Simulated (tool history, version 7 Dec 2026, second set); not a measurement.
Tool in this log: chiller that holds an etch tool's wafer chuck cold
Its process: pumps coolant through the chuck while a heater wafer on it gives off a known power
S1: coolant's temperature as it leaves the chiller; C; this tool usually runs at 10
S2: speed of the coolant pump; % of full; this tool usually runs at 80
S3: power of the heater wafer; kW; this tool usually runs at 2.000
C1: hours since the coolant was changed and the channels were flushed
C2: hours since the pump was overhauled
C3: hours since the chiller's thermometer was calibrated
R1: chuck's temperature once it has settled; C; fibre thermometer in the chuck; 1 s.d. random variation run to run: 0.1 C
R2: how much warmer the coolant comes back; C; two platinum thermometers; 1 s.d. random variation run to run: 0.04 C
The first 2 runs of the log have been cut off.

{"run": 3, "hour": 158.2, "S1": 20, "S2": 80, "S3": 2.0, "C1": 3648, "C2": 4816, "C3": 525, "R1": 36.1, "R2": 8.88}
{"run": 4, "hour": 244.8, "S1": 20, "S2": 80, "S3": 2.0, "C1": 3735, "C2": 4903, "C3": 611, "R1": 36.2, "R2": 8.89}
{"run": 5, "hour": 307.3, "S1": 20, "S2": 80, "S3": 2.0, "C1": 3798, "C2": 4965, "C3": 674, "R1": 36.4, "R2": 8.91}
{"run": 6, "hour": 407.1, "S1": 20, "S2": 80, "S3": 2.707, "C1": 3897, "C2": 5065, "C3": 773, "R1": 41.8, "R2": 12.14}
{"run": 7, "hour": 451.5, "S1": 20, "S2": 80, "S3": 2.707, "C1": 3942, "C2": 5109, "C3": 818, "R1": 41.9, "R2": 12.04}
{"run": 8, "hour": 518.0, "S1": 20, "S2": 80, "S3": 1.304, "C1": 4008, "C2": 5176, "C3": 884, "R1": 30.5, "R2": 5.8}
{"run": 9, "hour": 605.0, "S1": 10, "S2": 80, "S3": 2.0, "C1": 4095, "C2": 5263, "C3": 971, "R1": 26.1, "R2": 8.85}
{"run": 10, "hour": 664.6, "S1": 13, "S2": 80, "S3": 2.0, "C1": 4155, "C2": 5323, "C3": 1031, "R1": 29.3, "R2": 8.81}
{"run": 11, "hour": 723.3, "S1": 10, "S2": 80, "S3": 2.602, "C1": 4214, "C2": 5381, "C3": 1090, "R1": 31.2, "R2": 11.51}
{"run": 12, "hour": 803.4, "S1": 10, "S2": 80, "S3": 1.557, "C1": 4294, "C2": 5461, "C3": 1170, "R1": 22.6, "R2": 6.87}
{"run": 13, "hour": 860.0, "S1": 10, "S2": 80, "S3": 1.557, "C1": 4350, "C2": 5518, "C3": 1226, "R1": 22.5, "R2": 6.8}
{"run": 14, "hour": 940.7, "S1": 10, "S2": 80, "S3": 1.557, "C1": 4431, "C2": 5599, "C3": 1307, "R1": 22.6, "R2": 6.77}
{"run": 15, "hour": 1037.1, "S1": 10, "S2": 80, "S3": 1.865, "C1": 4527, "C2": 5695, "C3": 1404, "R1": 25.2, "R2": 8.24}
{"run": 16, "hour": 1116.4, "S1": 10, "S2": 80, "S3": 1.865, "C1": 4607, "C2": 5774, "C3": 1483, "R1": 24.9, "R2": 8.1}
{"run": 17, "hour": 1166.2, "S1": 10, "S2": 80, "S3": 1.865, "C1": 4656, "C2": 5824, "C3": 1533, "R1": 24.9, "R2": 8.1}
{"run": 18, "hour": 1254.7, "S1": 10, "S2": 80, "S3": 1.865, "C1": 4745, "C2": 5913, "C3": 1621, "R1": 24.9, "R2": 8.07}

The next listed run, before its measurement:
{"run": 19, "hour": 1328.9, "S1": 10, "S2": 80, "S3": 1.403, "C1": 4819, "C2": 5987, "C3": 1695, "R1": "?", "R2": "?"}

Run 19 came out at R1 21.4 C, R2 6.06 C.
With no hidden state in the tool, this same run would have given R1 21.4 C, R2 6.32 C.

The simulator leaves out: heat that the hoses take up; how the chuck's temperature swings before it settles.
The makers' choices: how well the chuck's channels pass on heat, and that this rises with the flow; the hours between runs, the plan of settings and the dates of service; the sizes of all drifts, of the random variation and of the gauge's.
